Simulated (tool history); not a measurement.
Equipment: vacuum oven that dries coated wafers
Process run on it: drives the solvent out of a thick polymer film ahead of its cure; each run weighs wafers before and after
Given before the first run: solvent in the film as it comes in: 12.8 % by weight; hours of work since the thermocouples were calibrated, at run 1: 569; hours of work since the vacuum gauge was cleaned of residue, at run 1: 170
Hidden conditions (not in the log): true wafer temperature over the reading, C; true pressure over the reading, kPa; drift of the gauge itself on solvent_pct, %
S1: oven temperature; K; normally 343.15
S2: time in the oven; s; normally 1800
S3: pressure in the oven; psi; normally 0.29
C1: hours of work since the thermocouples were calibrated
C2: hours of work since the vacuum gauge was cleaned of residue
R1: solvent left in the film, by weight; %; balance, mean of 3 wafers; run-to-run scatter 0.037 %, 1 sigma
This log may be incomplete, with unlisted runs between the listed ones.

run	hour	S1	S2	S3	C1	C2	R1
1	0	343.15	1800	0.29	569	170	3.2
2	13.5	343.15	1800	0.29	576	177	3.16
3	31	343.15	1800	0.29	586	187	3.15
4	46.8	334.15	1800	0.29	595	196	5.47
5	73.7	334.15	1800	0.29	610	211	5.49
6	96.1	334.15	1800	0.29	622	223	5.49
7	111.7	334.15	1800	0.29	631	232	5.51
8	129.2	334.15	1800	0.29	640	241	5.55
9	156.2	343.15	1800	0.29	655	256	3.13
10	184.3	349.15	1800	0.29	671	272	1.89
11	204.2	349.15	1800	0.29	682	283	1.91
12	228.7	344.15	1800	0.29	695	296	2.98
13	254.6	343.15	960	0.29	710	311	5.42
14	277.5	343.15	1800	0.29	722	323	3.23
15	290.6	343.15	1800	0.29	730	331	3.14
16	318.3	343.15	1800	0.203	745	346	3.02
17	332.6	343.15	1800	0.203	753	354	2.96
18	359.6	343.15	1800	0.203	768	369	3.03
19	391.2	343.15	1800	0.29	785	386	3.22
20	422.5	343.15	1800	0.29	803	403	3.3
21	438.3	343.15	1800	0.29	811	412	3.26
22	470.1	343.15	1800	0.29	829	430	3.2
23	498.3	343.15	1800	0.29	844	445	3.28
24	523	337.15	1320	0.587	858	459	6.46
25	545.9	329.15	1320	0.587	871	472	8.49
26	567.7	329.15	1320	0.587	883	484	8.39
27	584.8	329.15	1320	0.587	892	493	8.4
28	598	329.15	1320	0.587	900	500	8.42
29	620.1	329.15	1320	0.587	912	513	8.51
30	634	344.15	2880	0.376	919	520	2
31	649.2	344.15	2880	0.376	928	529	2
32	662.2	349.15	1800	0.435	935	536	2.29
33	689.4	349.15	1800	0.408	950	551	2.23
34	707.3	353.15	2820	0.46	960	561	1.1
35	726.2	350.15	2460	0.29	970	571	1.21
36	748	332.15	1740	0.158	982	583	5.89
37	762.8	329.15	1800	0.186	991	592	6.6
38	776.7	348.15	1800	0.29	998	599	2.2
39	804.9	348.15	2460	0.573	1014	615	2.12
40	826.3	356.15	1800	0.29	1026	627	1.02
41	856.4	356.15	1800	0.29	1042	643	1.01
42	873.7	331.15	1800	0.454	1052	653	6.82
# hour 885.6: oven's thermocouples calibrated
43	903.7	331.15	1800	0.454	10	668	6.74
44	929.4	331.15	1800	0.454	24	683	6.79
45	951.5	350.15	1620	0.65	36	695	2.74
46	977.9	350.15	1620	0.65	51	709	2.66

How would selected steps in R1 from run to run divide? Give the signed amount a tool lacking its hidden state would still show from settings, what came in and random variation, and the signed amount left for the hidden state, including any gauge scatter that is not in both of the compared results.
Run 29 -> 30: S1 329.15 -> 344.15, S2 1320 -> 2880, S3 0.587 -> 0.376. R1 -6.51 %: hidden state -0.01, all else -6.5.
Run 35 -> 36: S1 350.15 -> 332.15, S2 2460 -> 1740, S3 0.29 -> 0.158. R1 +4.68 %: hidden state +0.09, all else +4.59.
Run 41 -> 42: S1 356.15 -> 331.15, S3 0.29 -> 0.454. R1 +5.81 %: hidden state +0.13, all else +5.68.
Run 42 -> 43: oven's thermocouples calibrated. R1 -0.08 %: hidden state -0.11, all else +0.03.
